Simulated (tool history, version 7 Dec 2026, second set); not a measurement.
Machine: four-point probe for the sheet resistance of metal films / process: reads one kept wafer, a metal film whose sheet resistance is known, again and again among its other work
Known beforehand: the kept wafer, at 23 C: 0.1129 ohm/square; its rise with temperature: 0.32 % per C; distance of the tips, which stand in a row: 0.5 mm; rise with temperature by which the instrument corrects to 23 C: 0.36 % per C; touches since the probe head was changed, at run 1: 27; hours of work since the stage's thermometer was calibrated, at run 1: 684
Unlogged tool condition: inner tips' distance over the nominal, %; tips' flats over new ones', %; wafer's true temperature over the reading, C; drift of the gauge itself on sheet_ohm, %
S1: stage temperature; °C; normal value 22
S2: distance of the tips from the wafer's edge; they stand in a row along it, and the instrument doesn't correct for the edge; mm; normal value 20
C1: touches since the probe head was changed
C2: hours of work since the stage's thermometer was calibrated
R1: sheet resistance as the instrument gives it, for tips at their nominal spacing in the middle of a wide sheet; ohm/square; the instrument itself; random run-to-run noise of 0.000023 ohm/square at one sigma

run    hour  S1  S2     C1    C2        R1
  1       0  22  20     27   684  0.113255
  2    77.3  22  20   2657   734  0.113277
  3   126.3  22  71   4325   766  0.113259
  4   187.7  22  71   6412   806  0.113327
  5     262  22   4   8943   854  0.114391
  6   309.1  22   4  10546   885  0.114372
  7   364.7  22   4  12437   921  0.114452
  8   469.8  22   4  16014   989  0.114524
  9   558.8  22   6  19043  1047  0.114096
 10   632.1  22   9  21535  1095  0.113905
 11   738.7  22   9  25163  1164  0.114004
 12   812.7  22   9  27681  1212  0.114074
 13   889.2  22   5  30285  1262  0.114571
 14   980.4  22   5  33388  1321  0.114614
 15    1047  23   5  35656  1364  0.114651
 16  1146.1  20  20  39029  1429  0.114242
 17  1256.9  22  20  42799  1501  0.114261
 18  1318.1  22  20  44882  1541  0.114316
 19  1366.1  22  20  46515  1572  0.114373
 20  1459.6  22  20  49696  1632  0.114418
 21  1528.2  24  20  52032  1677  0.114398
 22  1577.6  22  20  53711  1709   0.11451
 23  1627.8  25   6  55419  1742  0.114882
 24  1739.1  22   3  59208  1814  0.116363
 25    1808  22   3  61551  1859  0.116344
 26  1869.1  19  16  63631  1899  0.114933
       1947  -- stage's thermometer calibrated
 27  1952.5  29  21  66451     4  0.114347
     1989.6  -- new probe head fitted
 28  2061.1  29  21   2436    74  0.113109
 29  2159.6  22   5   5787   138  0.114055
 30  2216.2  35  20   7713   174  0.112964
 31  2323.1  35   5  11350   244   0.11364
 32  2372.4  29  68  13027   276   0.11332
 33  2423.3  22   8  14759   309  0.113906
 34  2470.6  19   5  16370   340  0.114481
 35  2563.4  21  42  19528   400  0.113815
 36  2664.4  25  29  22963   466  0.113739
 37  2760.5  18  62  26235   528  0.114121
 38  2828.3  18  25  28542   572  0.114206
 39  2921.7  18  25  31720   633  0.114287
 40  3022.2  18  13  35141   698  0.114408
 41  3130.4  31   5  38820   769  0.114487
 42  3225.3  28  44  42052   830  0.114071
 43  3312.8  19   8  45029   887   0.11478
 44  3418.3  19   8  48619   956   0.11487

A few steps of R1 between consecutive runs. Split each: what settings, incoming material and random variation would produce without the hidden state, and what is left over for the hidden state, along with gauge scatter present in only one of the two compared results (measured, and without hidden state):
Run 23 -> 24: S1 25 -> 22, S2 6 -> 3. R1 +0.001481 ohm/square: hidden state +0.000113, all else +0.001368.
Run 25 -> 26: S1 22 -> 19, S2 3 -> 16. R1 -0.001411 ohm/square: hidden state +0.000031, all else -0.001442.
Run 26 -> 27: S1 19 -> 29, S2 16 -> 21, stage's thermometer calibrated. R1 -0.000586 ohm/square: hidden state -0.000185, all else -0.000401.
Run 27 -> 28: new probe head fitted. R1 -0.001238 ohm/square: hidden state -0.001183, all else -0.000055.

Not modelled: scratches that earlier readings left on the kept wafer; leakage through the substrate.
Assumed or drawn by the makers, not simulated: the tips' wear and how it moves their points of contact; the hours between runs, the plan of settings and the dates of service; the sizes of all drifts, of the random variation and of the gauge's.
